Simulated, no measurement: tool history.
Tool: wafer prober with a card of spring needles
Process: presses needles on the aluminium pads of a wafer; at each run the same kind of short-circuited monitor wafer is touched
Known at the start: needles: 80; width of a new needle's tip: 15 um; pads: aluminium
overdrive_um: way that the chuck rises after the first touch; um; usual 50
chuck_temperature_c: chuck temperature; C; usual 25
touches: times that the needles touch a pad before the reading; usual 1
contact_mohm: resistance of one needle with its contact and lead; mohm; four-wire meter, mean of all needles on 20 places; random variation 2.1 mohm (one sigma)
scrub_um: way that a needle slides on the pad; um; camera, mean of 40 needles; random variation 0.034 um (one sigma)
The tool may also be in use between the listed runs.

run	hour	overdrive_um	chuck_temperature_c	touches	contact_mohm	scrub_um
1	0	50	25	1	378	6.58
# hour 1: tips cleaned on abrasive film
# hour 5.8: tips cleaned on abrasive film
# hour 9.6: tips cleaned on abrasive film
# hour 14.3: tips cleaned on abrasive film
# hour 19.1: tips cleaned on abrasive film
# hour 23.8: tips cleaned on abrasive film
# hour 28.6: tips cleaned on abrasive film
# hour 33.3: tips cleaned on abrasive film
# hour 37.1: tips cleaned on abrasive film
# hour 41: tips cleaned on abrasive film
# hour 45.7: tips cleaned on abrasive film
# hour 49.5: tips cleaned on abrasive film
# hour 53.3: tips cleaned on abrasive film
# hour 58.1: tips cleaned on abrasive film
2	58.4	50	25	1	259	6.48
# hour 62.2: tips cleaned on abrasive film
# hour 63.4: height of the first contact set anew
# hour 67.2: tips cleaned on abrasive film
# hour 71: tips cleaned on abrasive film
# hour 75.8: tips cleaned on abrasive film
# hour 79.6: tips cleaned on abrasive film
# hour 83.4: tips cleaned on abrasive film
# hour 88.2: tips cleaned on abrasive film
# hour 92: tips cleaned on abrasive film
# hour 95.8: tips cleaned on abrasive film
# hour 100.5: tips cleaned on abrasive film
# hour 104.4: tips cleaned on abrasive film
# hour 109.1: tips cleaned on abrasive film
# hour 113.9: tips cleaned on abrasive film
# hour 117.7: tips cleaned on abrasive film
# hour 121.5: tips cleaned on abrasive film
# hour 126.2: tips cleaned on abrasive film
# hour 130.1: tips cleaned on abrasive film
# hour 134.8: tips cleaned on abrasive film
# hour 138.6: tips cleaned on abrasive film
# hour 143.4: tips cleaned on abrasive film
# hour 147.2: tips cleaned on abrasive film
# hour 151.9: tips cleaned on abrasive film
# hour 156.7: tips cleaned on abrasive film
3	158.9	50	25	1	362	6.55
# hour 160.8: tips cleaned on abrasive film
# hour 164.7: tips cleaned on abrasive film
# hour 169.4: tips cleaned on abrasive film
# hour 174.1: tips cleaned on abrasive film
# hour 178: tips cleaned on abrasive film
# hour 182.7: tips cleaned on abrasive film
# hour 187.5: tips cleaned on abrasive film
# hour 191.3: tips cleaned on abrasive film
# hour 191.6: height of the first contact set anew
# hour 196.3: tips cleaned on abrasive film
# hour 200.1: tips cleaned on abrasive film
# hour 204: tips cleaned on abrasive film
# hour 208.7: tips cleaned on abrasive film
# hour 212.5: tips cleaned on abrasive film
4	212.9	50	25	1	277	6.66
# hour 216.7: tips cleaned on abrasive film
# hour 221.5: tips cleaned on abrasive film
# hour 225.3: tips cleaned on abrasive film
# hour 230: tips cleaned on abrasive film
# hour 233.8: tips cleaned on abrasive film
# hour 237.7: tips cleaned on abrasive film
# hour 242.4: tips cleaned on abrasive film
# hour 246.2: tips cleaned on abrasive film
# hour 250: tips cleaned on abrasive film
# hour 254.8: tips cleaned on abrasive film
# hour 258.6: tips cleaned on abrasive film
# hour 263.3: tips cleaned on abrasive film
# hour 268.1: tips cleaned on abrasive film
# hour 271.9: tips cleaned on abrasive film
# hour 276.7: tips cleaned on abrasive film
# hour 280.5: tips cleaned on abrasive film
# hour 285.2: tips cleaned on abrasive film
# hour 290: tips cleaned on abrasive film
# hour 294.7: tips cleaned on abrasive film
5	295.5	50	25	1	310	6.53
# hour 299.3: tips cleaned on abrasive film
# hour 304.1: tips cleaned on abrasive film
# hour 308.8: tips cleaned on abrasive film
# hour 313.6: tips cleaned on abrasive film
# hour 318.3: tips cleaned on abrasive film
# hour 320.5: height of the first contact set anew
# hour 323.4: tips cleaned on abrasive film
# hour 328.1: tips cleaned on abrasive film
# hour 331.9: tips cleaned on abrasive film
# hour 336.7: tips cleaned on abrasive film
# hour 341.4: tips cleaned on abrasive film
# hour 346.2: tips cleaned on abrasive film
# hour 350.9: tips cleaned on abrasive film
6	354.3	50	25	1	408	6.65
# hour 355.3: tips cleaned on abrasive film
# hour 359.1: tips cleaned on abrasive film
# hour 363.9: tips cleaned on abrasive film
# hour 367.7: tips cleaned on abrasive film
# hour 371.5: tips cleaned on abrasive film
# hour 376.3: tips cleaned on abrasive film
# hour 380.1: tips cleaned on abrasive film
# hour 384.8: tips cleaned on abrasive film
# hour 396.8: card fitted with new needles
# hour 400.7: tips cleaned on abrasive film
# hour 405.4: tips cleaned on abrasive film
# hour 409.2: tips cleaned on abrasive film
# hour 414: tips cleaned on abrasive film
# hour 417.8: tips cleaned on abrasive film
# hour 422.5: tips cleaned on abrasive film
# hour 426.4: tips cleaned on abrasive film
# hour 431.1: tips cleaned on abrasive film
# hour 434.9: tips cleaned on abrasive film
# hour 439.7: tips cleaned on abrasive film
# hour 444.4: tips cleaned on abrasive film
# hour 449.2: tips cleaned on abrasive film
# hour 453.9: tips cleaned on abrasive film
# hour 458.6: tips cleaned on abrasive film
# hour 462.9: tips cleaned on abrasive film
7	462.9	50	25	1	244	6.53
# hour 467.6: tips cleaned on abrasive film
# hour 471.5: tips cleaned on abrasive film
# hour 476.2: tips cleaned on abrasive film
# hour 481: tips cleaned on abrasive film
# hour 485.7: tips cleaned on abrasive film
# hour 490.5: tips cleaned on abrasive film
# hour 494.3: tips cleaned on abrasive film
# hour 499: tips cleaned on abrasive film
# hour 502.8: tips cleaned on abrasive film
# hour 507.6: tips cleaned on abrasive film
# hour 511.7: tips cleaned on abrasive film
8	511.7	50	25	1	238	6.43
# hour 515.5: tips cleaned on abrasive film
# hour 520.3: tips cleaned on abrasive film
# hour 525: tips cleaned on abrasive film
# hour 525.3: height of the first contact set anew
# hour 529.1: tips cleaned on abrasive film
# hour 533: tips cleaned on abrasive film
# hour 537.7: tips cleaned on abrasive film
# hour 542.5: tips cleaned on abrasive film
# hour 547.2: tips cleaned on abrasive film
# hour 551: tips cleaned on abrasive film
# hour 555.8: tips cleaned on abrasive film
# hour 560.5: tips cleaned on abrasive film
# hour 565.3: tips cleaned on abrasive film
# hour 570: tips cleaned on abrasive film
9	572.6	33	25	2	370	4.34
# hour 574.6: tips cleaned on abrasive film
# hour 578.4: tips cleaned on abrasive film
# hour 583.1: tips cleaned on abrasive film
# hour 587.9: tips cleaned on abrasive film
# hour 592.6: tips cleaned on abrasive film
# hour 596.4: tips cleaned on abrasive film
# hour 601.2: tips cleaned on abrasive film
# hour 605: tips cleaned on abrasive film
# hour 608.8: tips cleaned on abrasive film
# hour 613.6: tips cleaned on abrasive film
# hour 618.3: tips cleaned on abrasive film
# hour 623.1: tips cleaned on abrasive film
# hour 626.9: tips cleaned on abrasive film
# hour 631.6: tips cleaned on abrasive film
# hour 635.4: tips cleaned on abrasive film
# hour 640.2: tips cleaned on abrasive film
# hour 644.9: tips cleaned on abrasive film
10	648	50	38	2	311	6.49
# hour 649: tips cleaned on abrasive film
# hour 653.8: tips cleaned on abrasive film
# hour 654.1: height of the first contact set anew
# hour 657.9: tips cleaned on abrasive film
# hour 661.7: tips cleaned on abrasive film
# hour 666.5: tips cleaned on abrasive film
# hour 670.3: tips cleaned on abrasive film
# hour 675: tips cleaned on abrasive film
# hour 679.8: tips cleaned on abrasive film
# hour 683.6: tips cleaned on abrasive film
# hour 688.3: tips cleaned on abrasive film
# hour 692.2: tips cleaned on abrasive film
11	694.9	34	109	2	391	4.51
# hour 696.9: tips cleaned on abrasive film
# hour 701.6: tips cleaned on abrasive film
# hour 706.4: tips cleaned on abrasive film
# hour 710.2: tips cleaned on abrasive film
# hour 714: tips cleaned on abrasive film
# hour 718.8: tips cleaned on abrasive film
# hour 723.5: tips cleaned on abrasive film
# hour 727.3: tips cleaned on abrasive film
# hour 732.1: tips cleaned on abrasive film
# hour 735.9: tips cleaned on abrasive film
# hour 739.7: tips cleaned on abrasive film
# hour 744.5: tips cleaned on abrasive film
# hour 748.3: tips cleaned on abrasive film
# hour 752.1: tips cleaned on abrasive film
# hour 756.8: tips cleaned on abrasive film
# hour 761.6: tips cleaned on abrasive film
# hour 766.3: tips cleaned on abrasive film
# hour 771.1: tips cleaned on abrasive film
# hour 775.8: tips cleaned on abrasive film
12	778.8	34	109	2	407	4.32
# hour 779.8: tips cleaned on abrasive film
# hour 782.9: height of the first contact set anew
# hour 784.9: tips cleaned on abrasive film
# hour 789.6: tips cleaned on abrasive film
# hour 793.4: tips cleaned on abrasive film
# hour 798.2: tips cleaned on abrasive film
# hour 802.9: tips cleaned on abrasive film
# hour 807.7: tips cleaned on abrasive film
# hour 812.4: tips cleaned on abrasive film
# hour 817.2: tips cleaned on abrasive film
# hour 821.9: tips cleaned on abrasive film
# hour 826.7: tips cleaned on abrasive film
# hour 831.4: tips cleaned on abrasive film
# hour 836.1: tips cleaned on abrasive film
# hour 840.9: tips cleaned on abrasive film
# hour 845.6: tips cleaned on abrasive film
13	847	34	109	2	335	4.41

3 ways to go on from here, each from the tool as it stands after run 13. What would each give?
# hour 849.9: tips cleaned on abrasive film
# hour 854.6: tips cleaned on abrasive film
# hour 858.4: tips cleaned on abrasive film
# hour 863.2: tips cleaned on abrasive film
# hour 867.9: tips cleaned on abrasive film
# hour 872.7: tips cleaned on abrasive film
# hour 877.4: tips cleaned on abrasive film
# hour 882.2: tips cleaned on abrasive film
# hour 886.9: tips cleaned on abrasive film
# hour 890.7: tips cleaned on abrasive film
# hour 895.5: tips cleaned on abrasive film
# hour 899.3: tips cleaned on abrasive film
# hour 904: tips cleaned on abrasive film
# hour 908.8: tips cleaned on abrasive film
# hour 910.9: height of the first contact set anew
# hour 912.9: tips cleaned on abrasive film
# hour 917.6: tips cleaned on abrasive film
# hour 922.4: tips cleaned on abrasive film
# hour 926.2: tips cleaned on abrasive film
# hour 931: tips cleaned on abrasive film
# hour 935.7: tips cleaned on abrasive film
# hour 940.4: tips cleaned on abrasive film
A	942.9	50	25	2	?	?
# hour 849.9: tips cleaned on abrasive film
# hour 854.6: tips cleaned on abrasive film
# hour 858.4: tips cleaned on abrasive film
# hour 863.2: tips cleaned on abrasive film
# hour 867.9: tips cleaned on abrasive film
# hour 872.7: tips cleaned on abrasive film
# hour 877.4: tips cleaned on abrasive film
# hour 882.2: tips cleaned on abrasive film
# hour 886.9: tips cleaned on abrasive film
# hour 890.7: tips cleaned on abrasive film
# hour 895.5: tips cleaned on abrasive film
# hour 899.3: tips cleaned on abrasive film
# hour 904: tips cleaned on abrasive film
# hour 908.8: tips cleaned on abrasive film
# hour 910.9: height of the first contact set anew
# hour 912.9: tips cleaned on abrasive film
# hour 917.6: tips cleaned on abrasive film
# hour 922.4: tips cleaned on abrasive film
# hour 926.2: tips cleaned on abrasive film
# hour 931: tips cleaned on abrasive film
# hour 935.7: tips cleaned on abrasive film
# hour 940.4: tips cleaned on abrasive film
B	942.9	34	41	1	?	?
# hour 849.9: tips cleaned on abrasive film
# hour 854.6: tips cleaned on abrasive film
# hour 858.4: tips cleaned on abrasive film
# hour 863.2: tips cleaned on abrasive film
# hour 867.9: tips cleaned on abrasive film
# hour 872.7: tips cleaned on abrasive film
# hour 877.4: tips cleaned on abrasive film
# hour 882.2: tips cleaned on abrasive film
# hour 886.9: tips cleaned on abrasive film
# hour 890.7: tips cleaned on abrasive film
# hour 895.5: tips cleaned on abrasive film
# hour 899.3: tips cleaned on abrasive film
# hour 904: tips cleaned on abrasive film
# hour 908.8: tips cleaned on abrasive film
# hour 910.9: height of the first contact set anew
# hour 912.9: tips cleaned on abrasive film
# hour 917.6: tips cleaned on abrasive film
# hour 922.4: tips cleaned on abrasive film
# hour 926.2: tips cleaned on abrasive film
# hour 931: tips cleaned on abrasive film
# hour 935.7: tips cleaned on abrasive film
# hour 940.4: tips cleaned on abrasive film
C	942.9	68	99	1	?	?

run	contact_mohm	scrub_um
A	302	6.66
B	481	4.48
C	301	8.98
Without the tool's hidden state the same runs would have given:
run	contact_mohm	scrub_um
A	232	6.72
B	247	4.53
C	242	9.04

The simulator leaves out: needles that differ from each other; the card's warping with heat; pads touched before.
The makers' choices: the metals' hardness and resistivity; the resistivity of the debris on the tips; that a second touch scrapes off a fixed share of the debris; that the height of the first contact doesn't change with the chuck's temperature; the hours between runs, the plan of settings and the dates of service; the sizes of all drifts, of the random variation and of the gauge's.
